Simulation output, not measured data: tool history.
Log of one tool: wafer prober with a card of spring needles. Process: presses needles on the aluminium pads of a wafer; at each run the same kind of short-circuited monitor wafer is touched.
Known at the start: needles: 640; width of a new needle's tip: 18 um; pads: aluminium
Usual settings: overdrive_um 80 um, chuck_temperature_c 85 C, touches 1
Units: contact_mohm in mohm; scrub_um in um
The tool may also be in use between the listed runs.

run   hour  overdrive_um  chuck_temperature_c  touches  contact_mohm  scrub_um
  1    0.0            80                   85        1           535     11.12
       3.5  -- tips cleaned on abrasive film
      20.0  -- tips cleaned on abrasive film
      37.1  -- tips cleaned on abrasive film
  2   42.8            80                   85        1           455     11.08
      52.6  -- tips cleaned on abrasive film
      69.2  -- tips cleaned on abrasive film
      85.3  -- tips cleaned on abrasive film
  3   95.2            80                   85        1           522     11.07
     101.8  -- tips cleaned on abrasive film
     118.6  -- tips cleaned on abrasive film
     132.3  -- tips cleaned on abrasive film
     146.0  -- tips cleaned on abrasive film
  4  158.6            80                   85        1           562     11.02
     162.1  -- tips cleaned on abrasive film
     178.8  -- tips cleaned on abrasive film
     188.8  -- tips cleaned on abrasive film, once more
  5  198.1            80                   85        3           391     11.01
     205.0  -- tips cleaned on abrasive film
     222.0  -- tips cleaned on abrasive film
     235.7  -- tips cleaned on abrasive film
     252.4  -- tips cleaned on abrasive film
  6  253.8            80                   46        1           352     10.94
     266.9  -- tips cleaned on abrasive film
     270.6  -- height of the first contact set anew
     284.0  -- tips cleaned on abrasive film
     297.7  -- tips cleaned on abrasive film
  7  301.0            80                   29        1           431     11.12
     314.4  -- tips cleaned on abrasive film
     331.4  -- tips cleaned on abrasive film
  8  343.1            80                   29        1           557     11.11
     346.6  -- tips cleaned on abrasive film
     360.3  -- tips cleaned on abrasive film
  9  372.7            94                   85        1           495     13.03
     376.2  -- tips cleaned on abrasive film
     392.6  -- tips cleaned on abrasive film
     409.1  -- tips cleaned on abrasive film
     422.7  -- tips cleaned on abrasive film
 10  435.0            94                   85        1           488     12.98
     438.5  -- tips cleaned on abrasive film
     455.4  -- tips cleaned on abrasive film
 11  466.9            94                   85        1           496     12.97
     470.4  -- tips cleaned on abrasive film
     487.0  -- tips cleaned on abrasive film
     504.1  -- tips cleaned on abrasive film
 12  512.6            68                   85        1           637      9.31
     519.3  -- tips cleaned on abrasive film
     536.3  -- tips cleaned on abrasive film
     553.4  -- tips cleaned on abrasive film
 13  566.7            66                   51        1           750      9.00
     570.2  -- tips cleaned on abrasive film
     583.9  -- tips cleaned on abrasive film
     584.2  -- height of the first contact set anew
     601.1  -- tips cleaned on abrasive film
 14  606.7            74                   96        1           516     10.29
     616.9  -- tips cleaned on abrasive film
     633.7  -- tips cleaned on abrasive film
     650.5  -- tips cleaned on abrasive film
 15  662.7            74                   96        1           635     10.27
     666.2  -- tips cleaned on abrasive film
     683.2  -- tips cleaned on abrasive film
 16  694.2            80                   41        2           445     11.07
     697.7  -- tips cleaned on abrasive film
     714.4  -- tips cleaned on abrasive film
 17  722.0            66                   41        3           411      9.15
     728.9  -- tips cleaned on abrasive film
     745.7  -- tips cleaned on abrasive film
     762.3  -- tips cleaned on abrasive film
 18  765.6            66                  117        2           430      9.12

Forecast each of these 5 alternatives for the next run:
     779.2  -- tips cleaned on abrasive film
     792.9  -- tips cleaned on abrasive film
     809.6  -- tips cleaned on abrasive film
     823.2  -- tips cleaned on abrasive film
  A  828.1            81                   85        1             ?         ?
     779.2  -- tips cleaned on abrasive film
     792.9  -- tips cleaned on abrasive film
     809.6  -- tips cleaned on abrasive film
     823.2  -- tips cleaned on abrasive film
  B  828.1            95                  117        2             ?         ?
     779.2  -- tips cleaned on abrasive film
     792.9  -- tips cleaned on abrasive film
     809.6  -- tips cleaned on abrasive film
     823.2  -- tips cleaned on abrasive film
  C  828.1            66                  100        3             ?         ?
     779.2  -- tips cleaned on abrasive film
     792.9  -- tips cleaned on abrasive film
     809.6  -- tips cleaned on abrasive film
     823.2  -- tips cleaned on abrasive film
  D  828.1            81                  117        2             ?         ?
     779.2  -- tips cleaned on abrasive film
     792.9  -- tips cleaned on abrasive film
     809.6  -- tips cleaned on abrasive film
     823.2  -- tips cleaned on abrasive film
  E  828.1            79                   85        1             ?         ?

run  contact_mohm  scrub_um
  A           459     11.12
  B           371     13.07
  C           392      9.05
  D           398     11.14
  E           462     10.86
Without the tool's hidden state the same runs would have given:
run  contact_mohm  scrub_um
  A           303     11.24
  B           305     13.19
  C           311      9.17
  D           309     11.26
  E           300     10.98
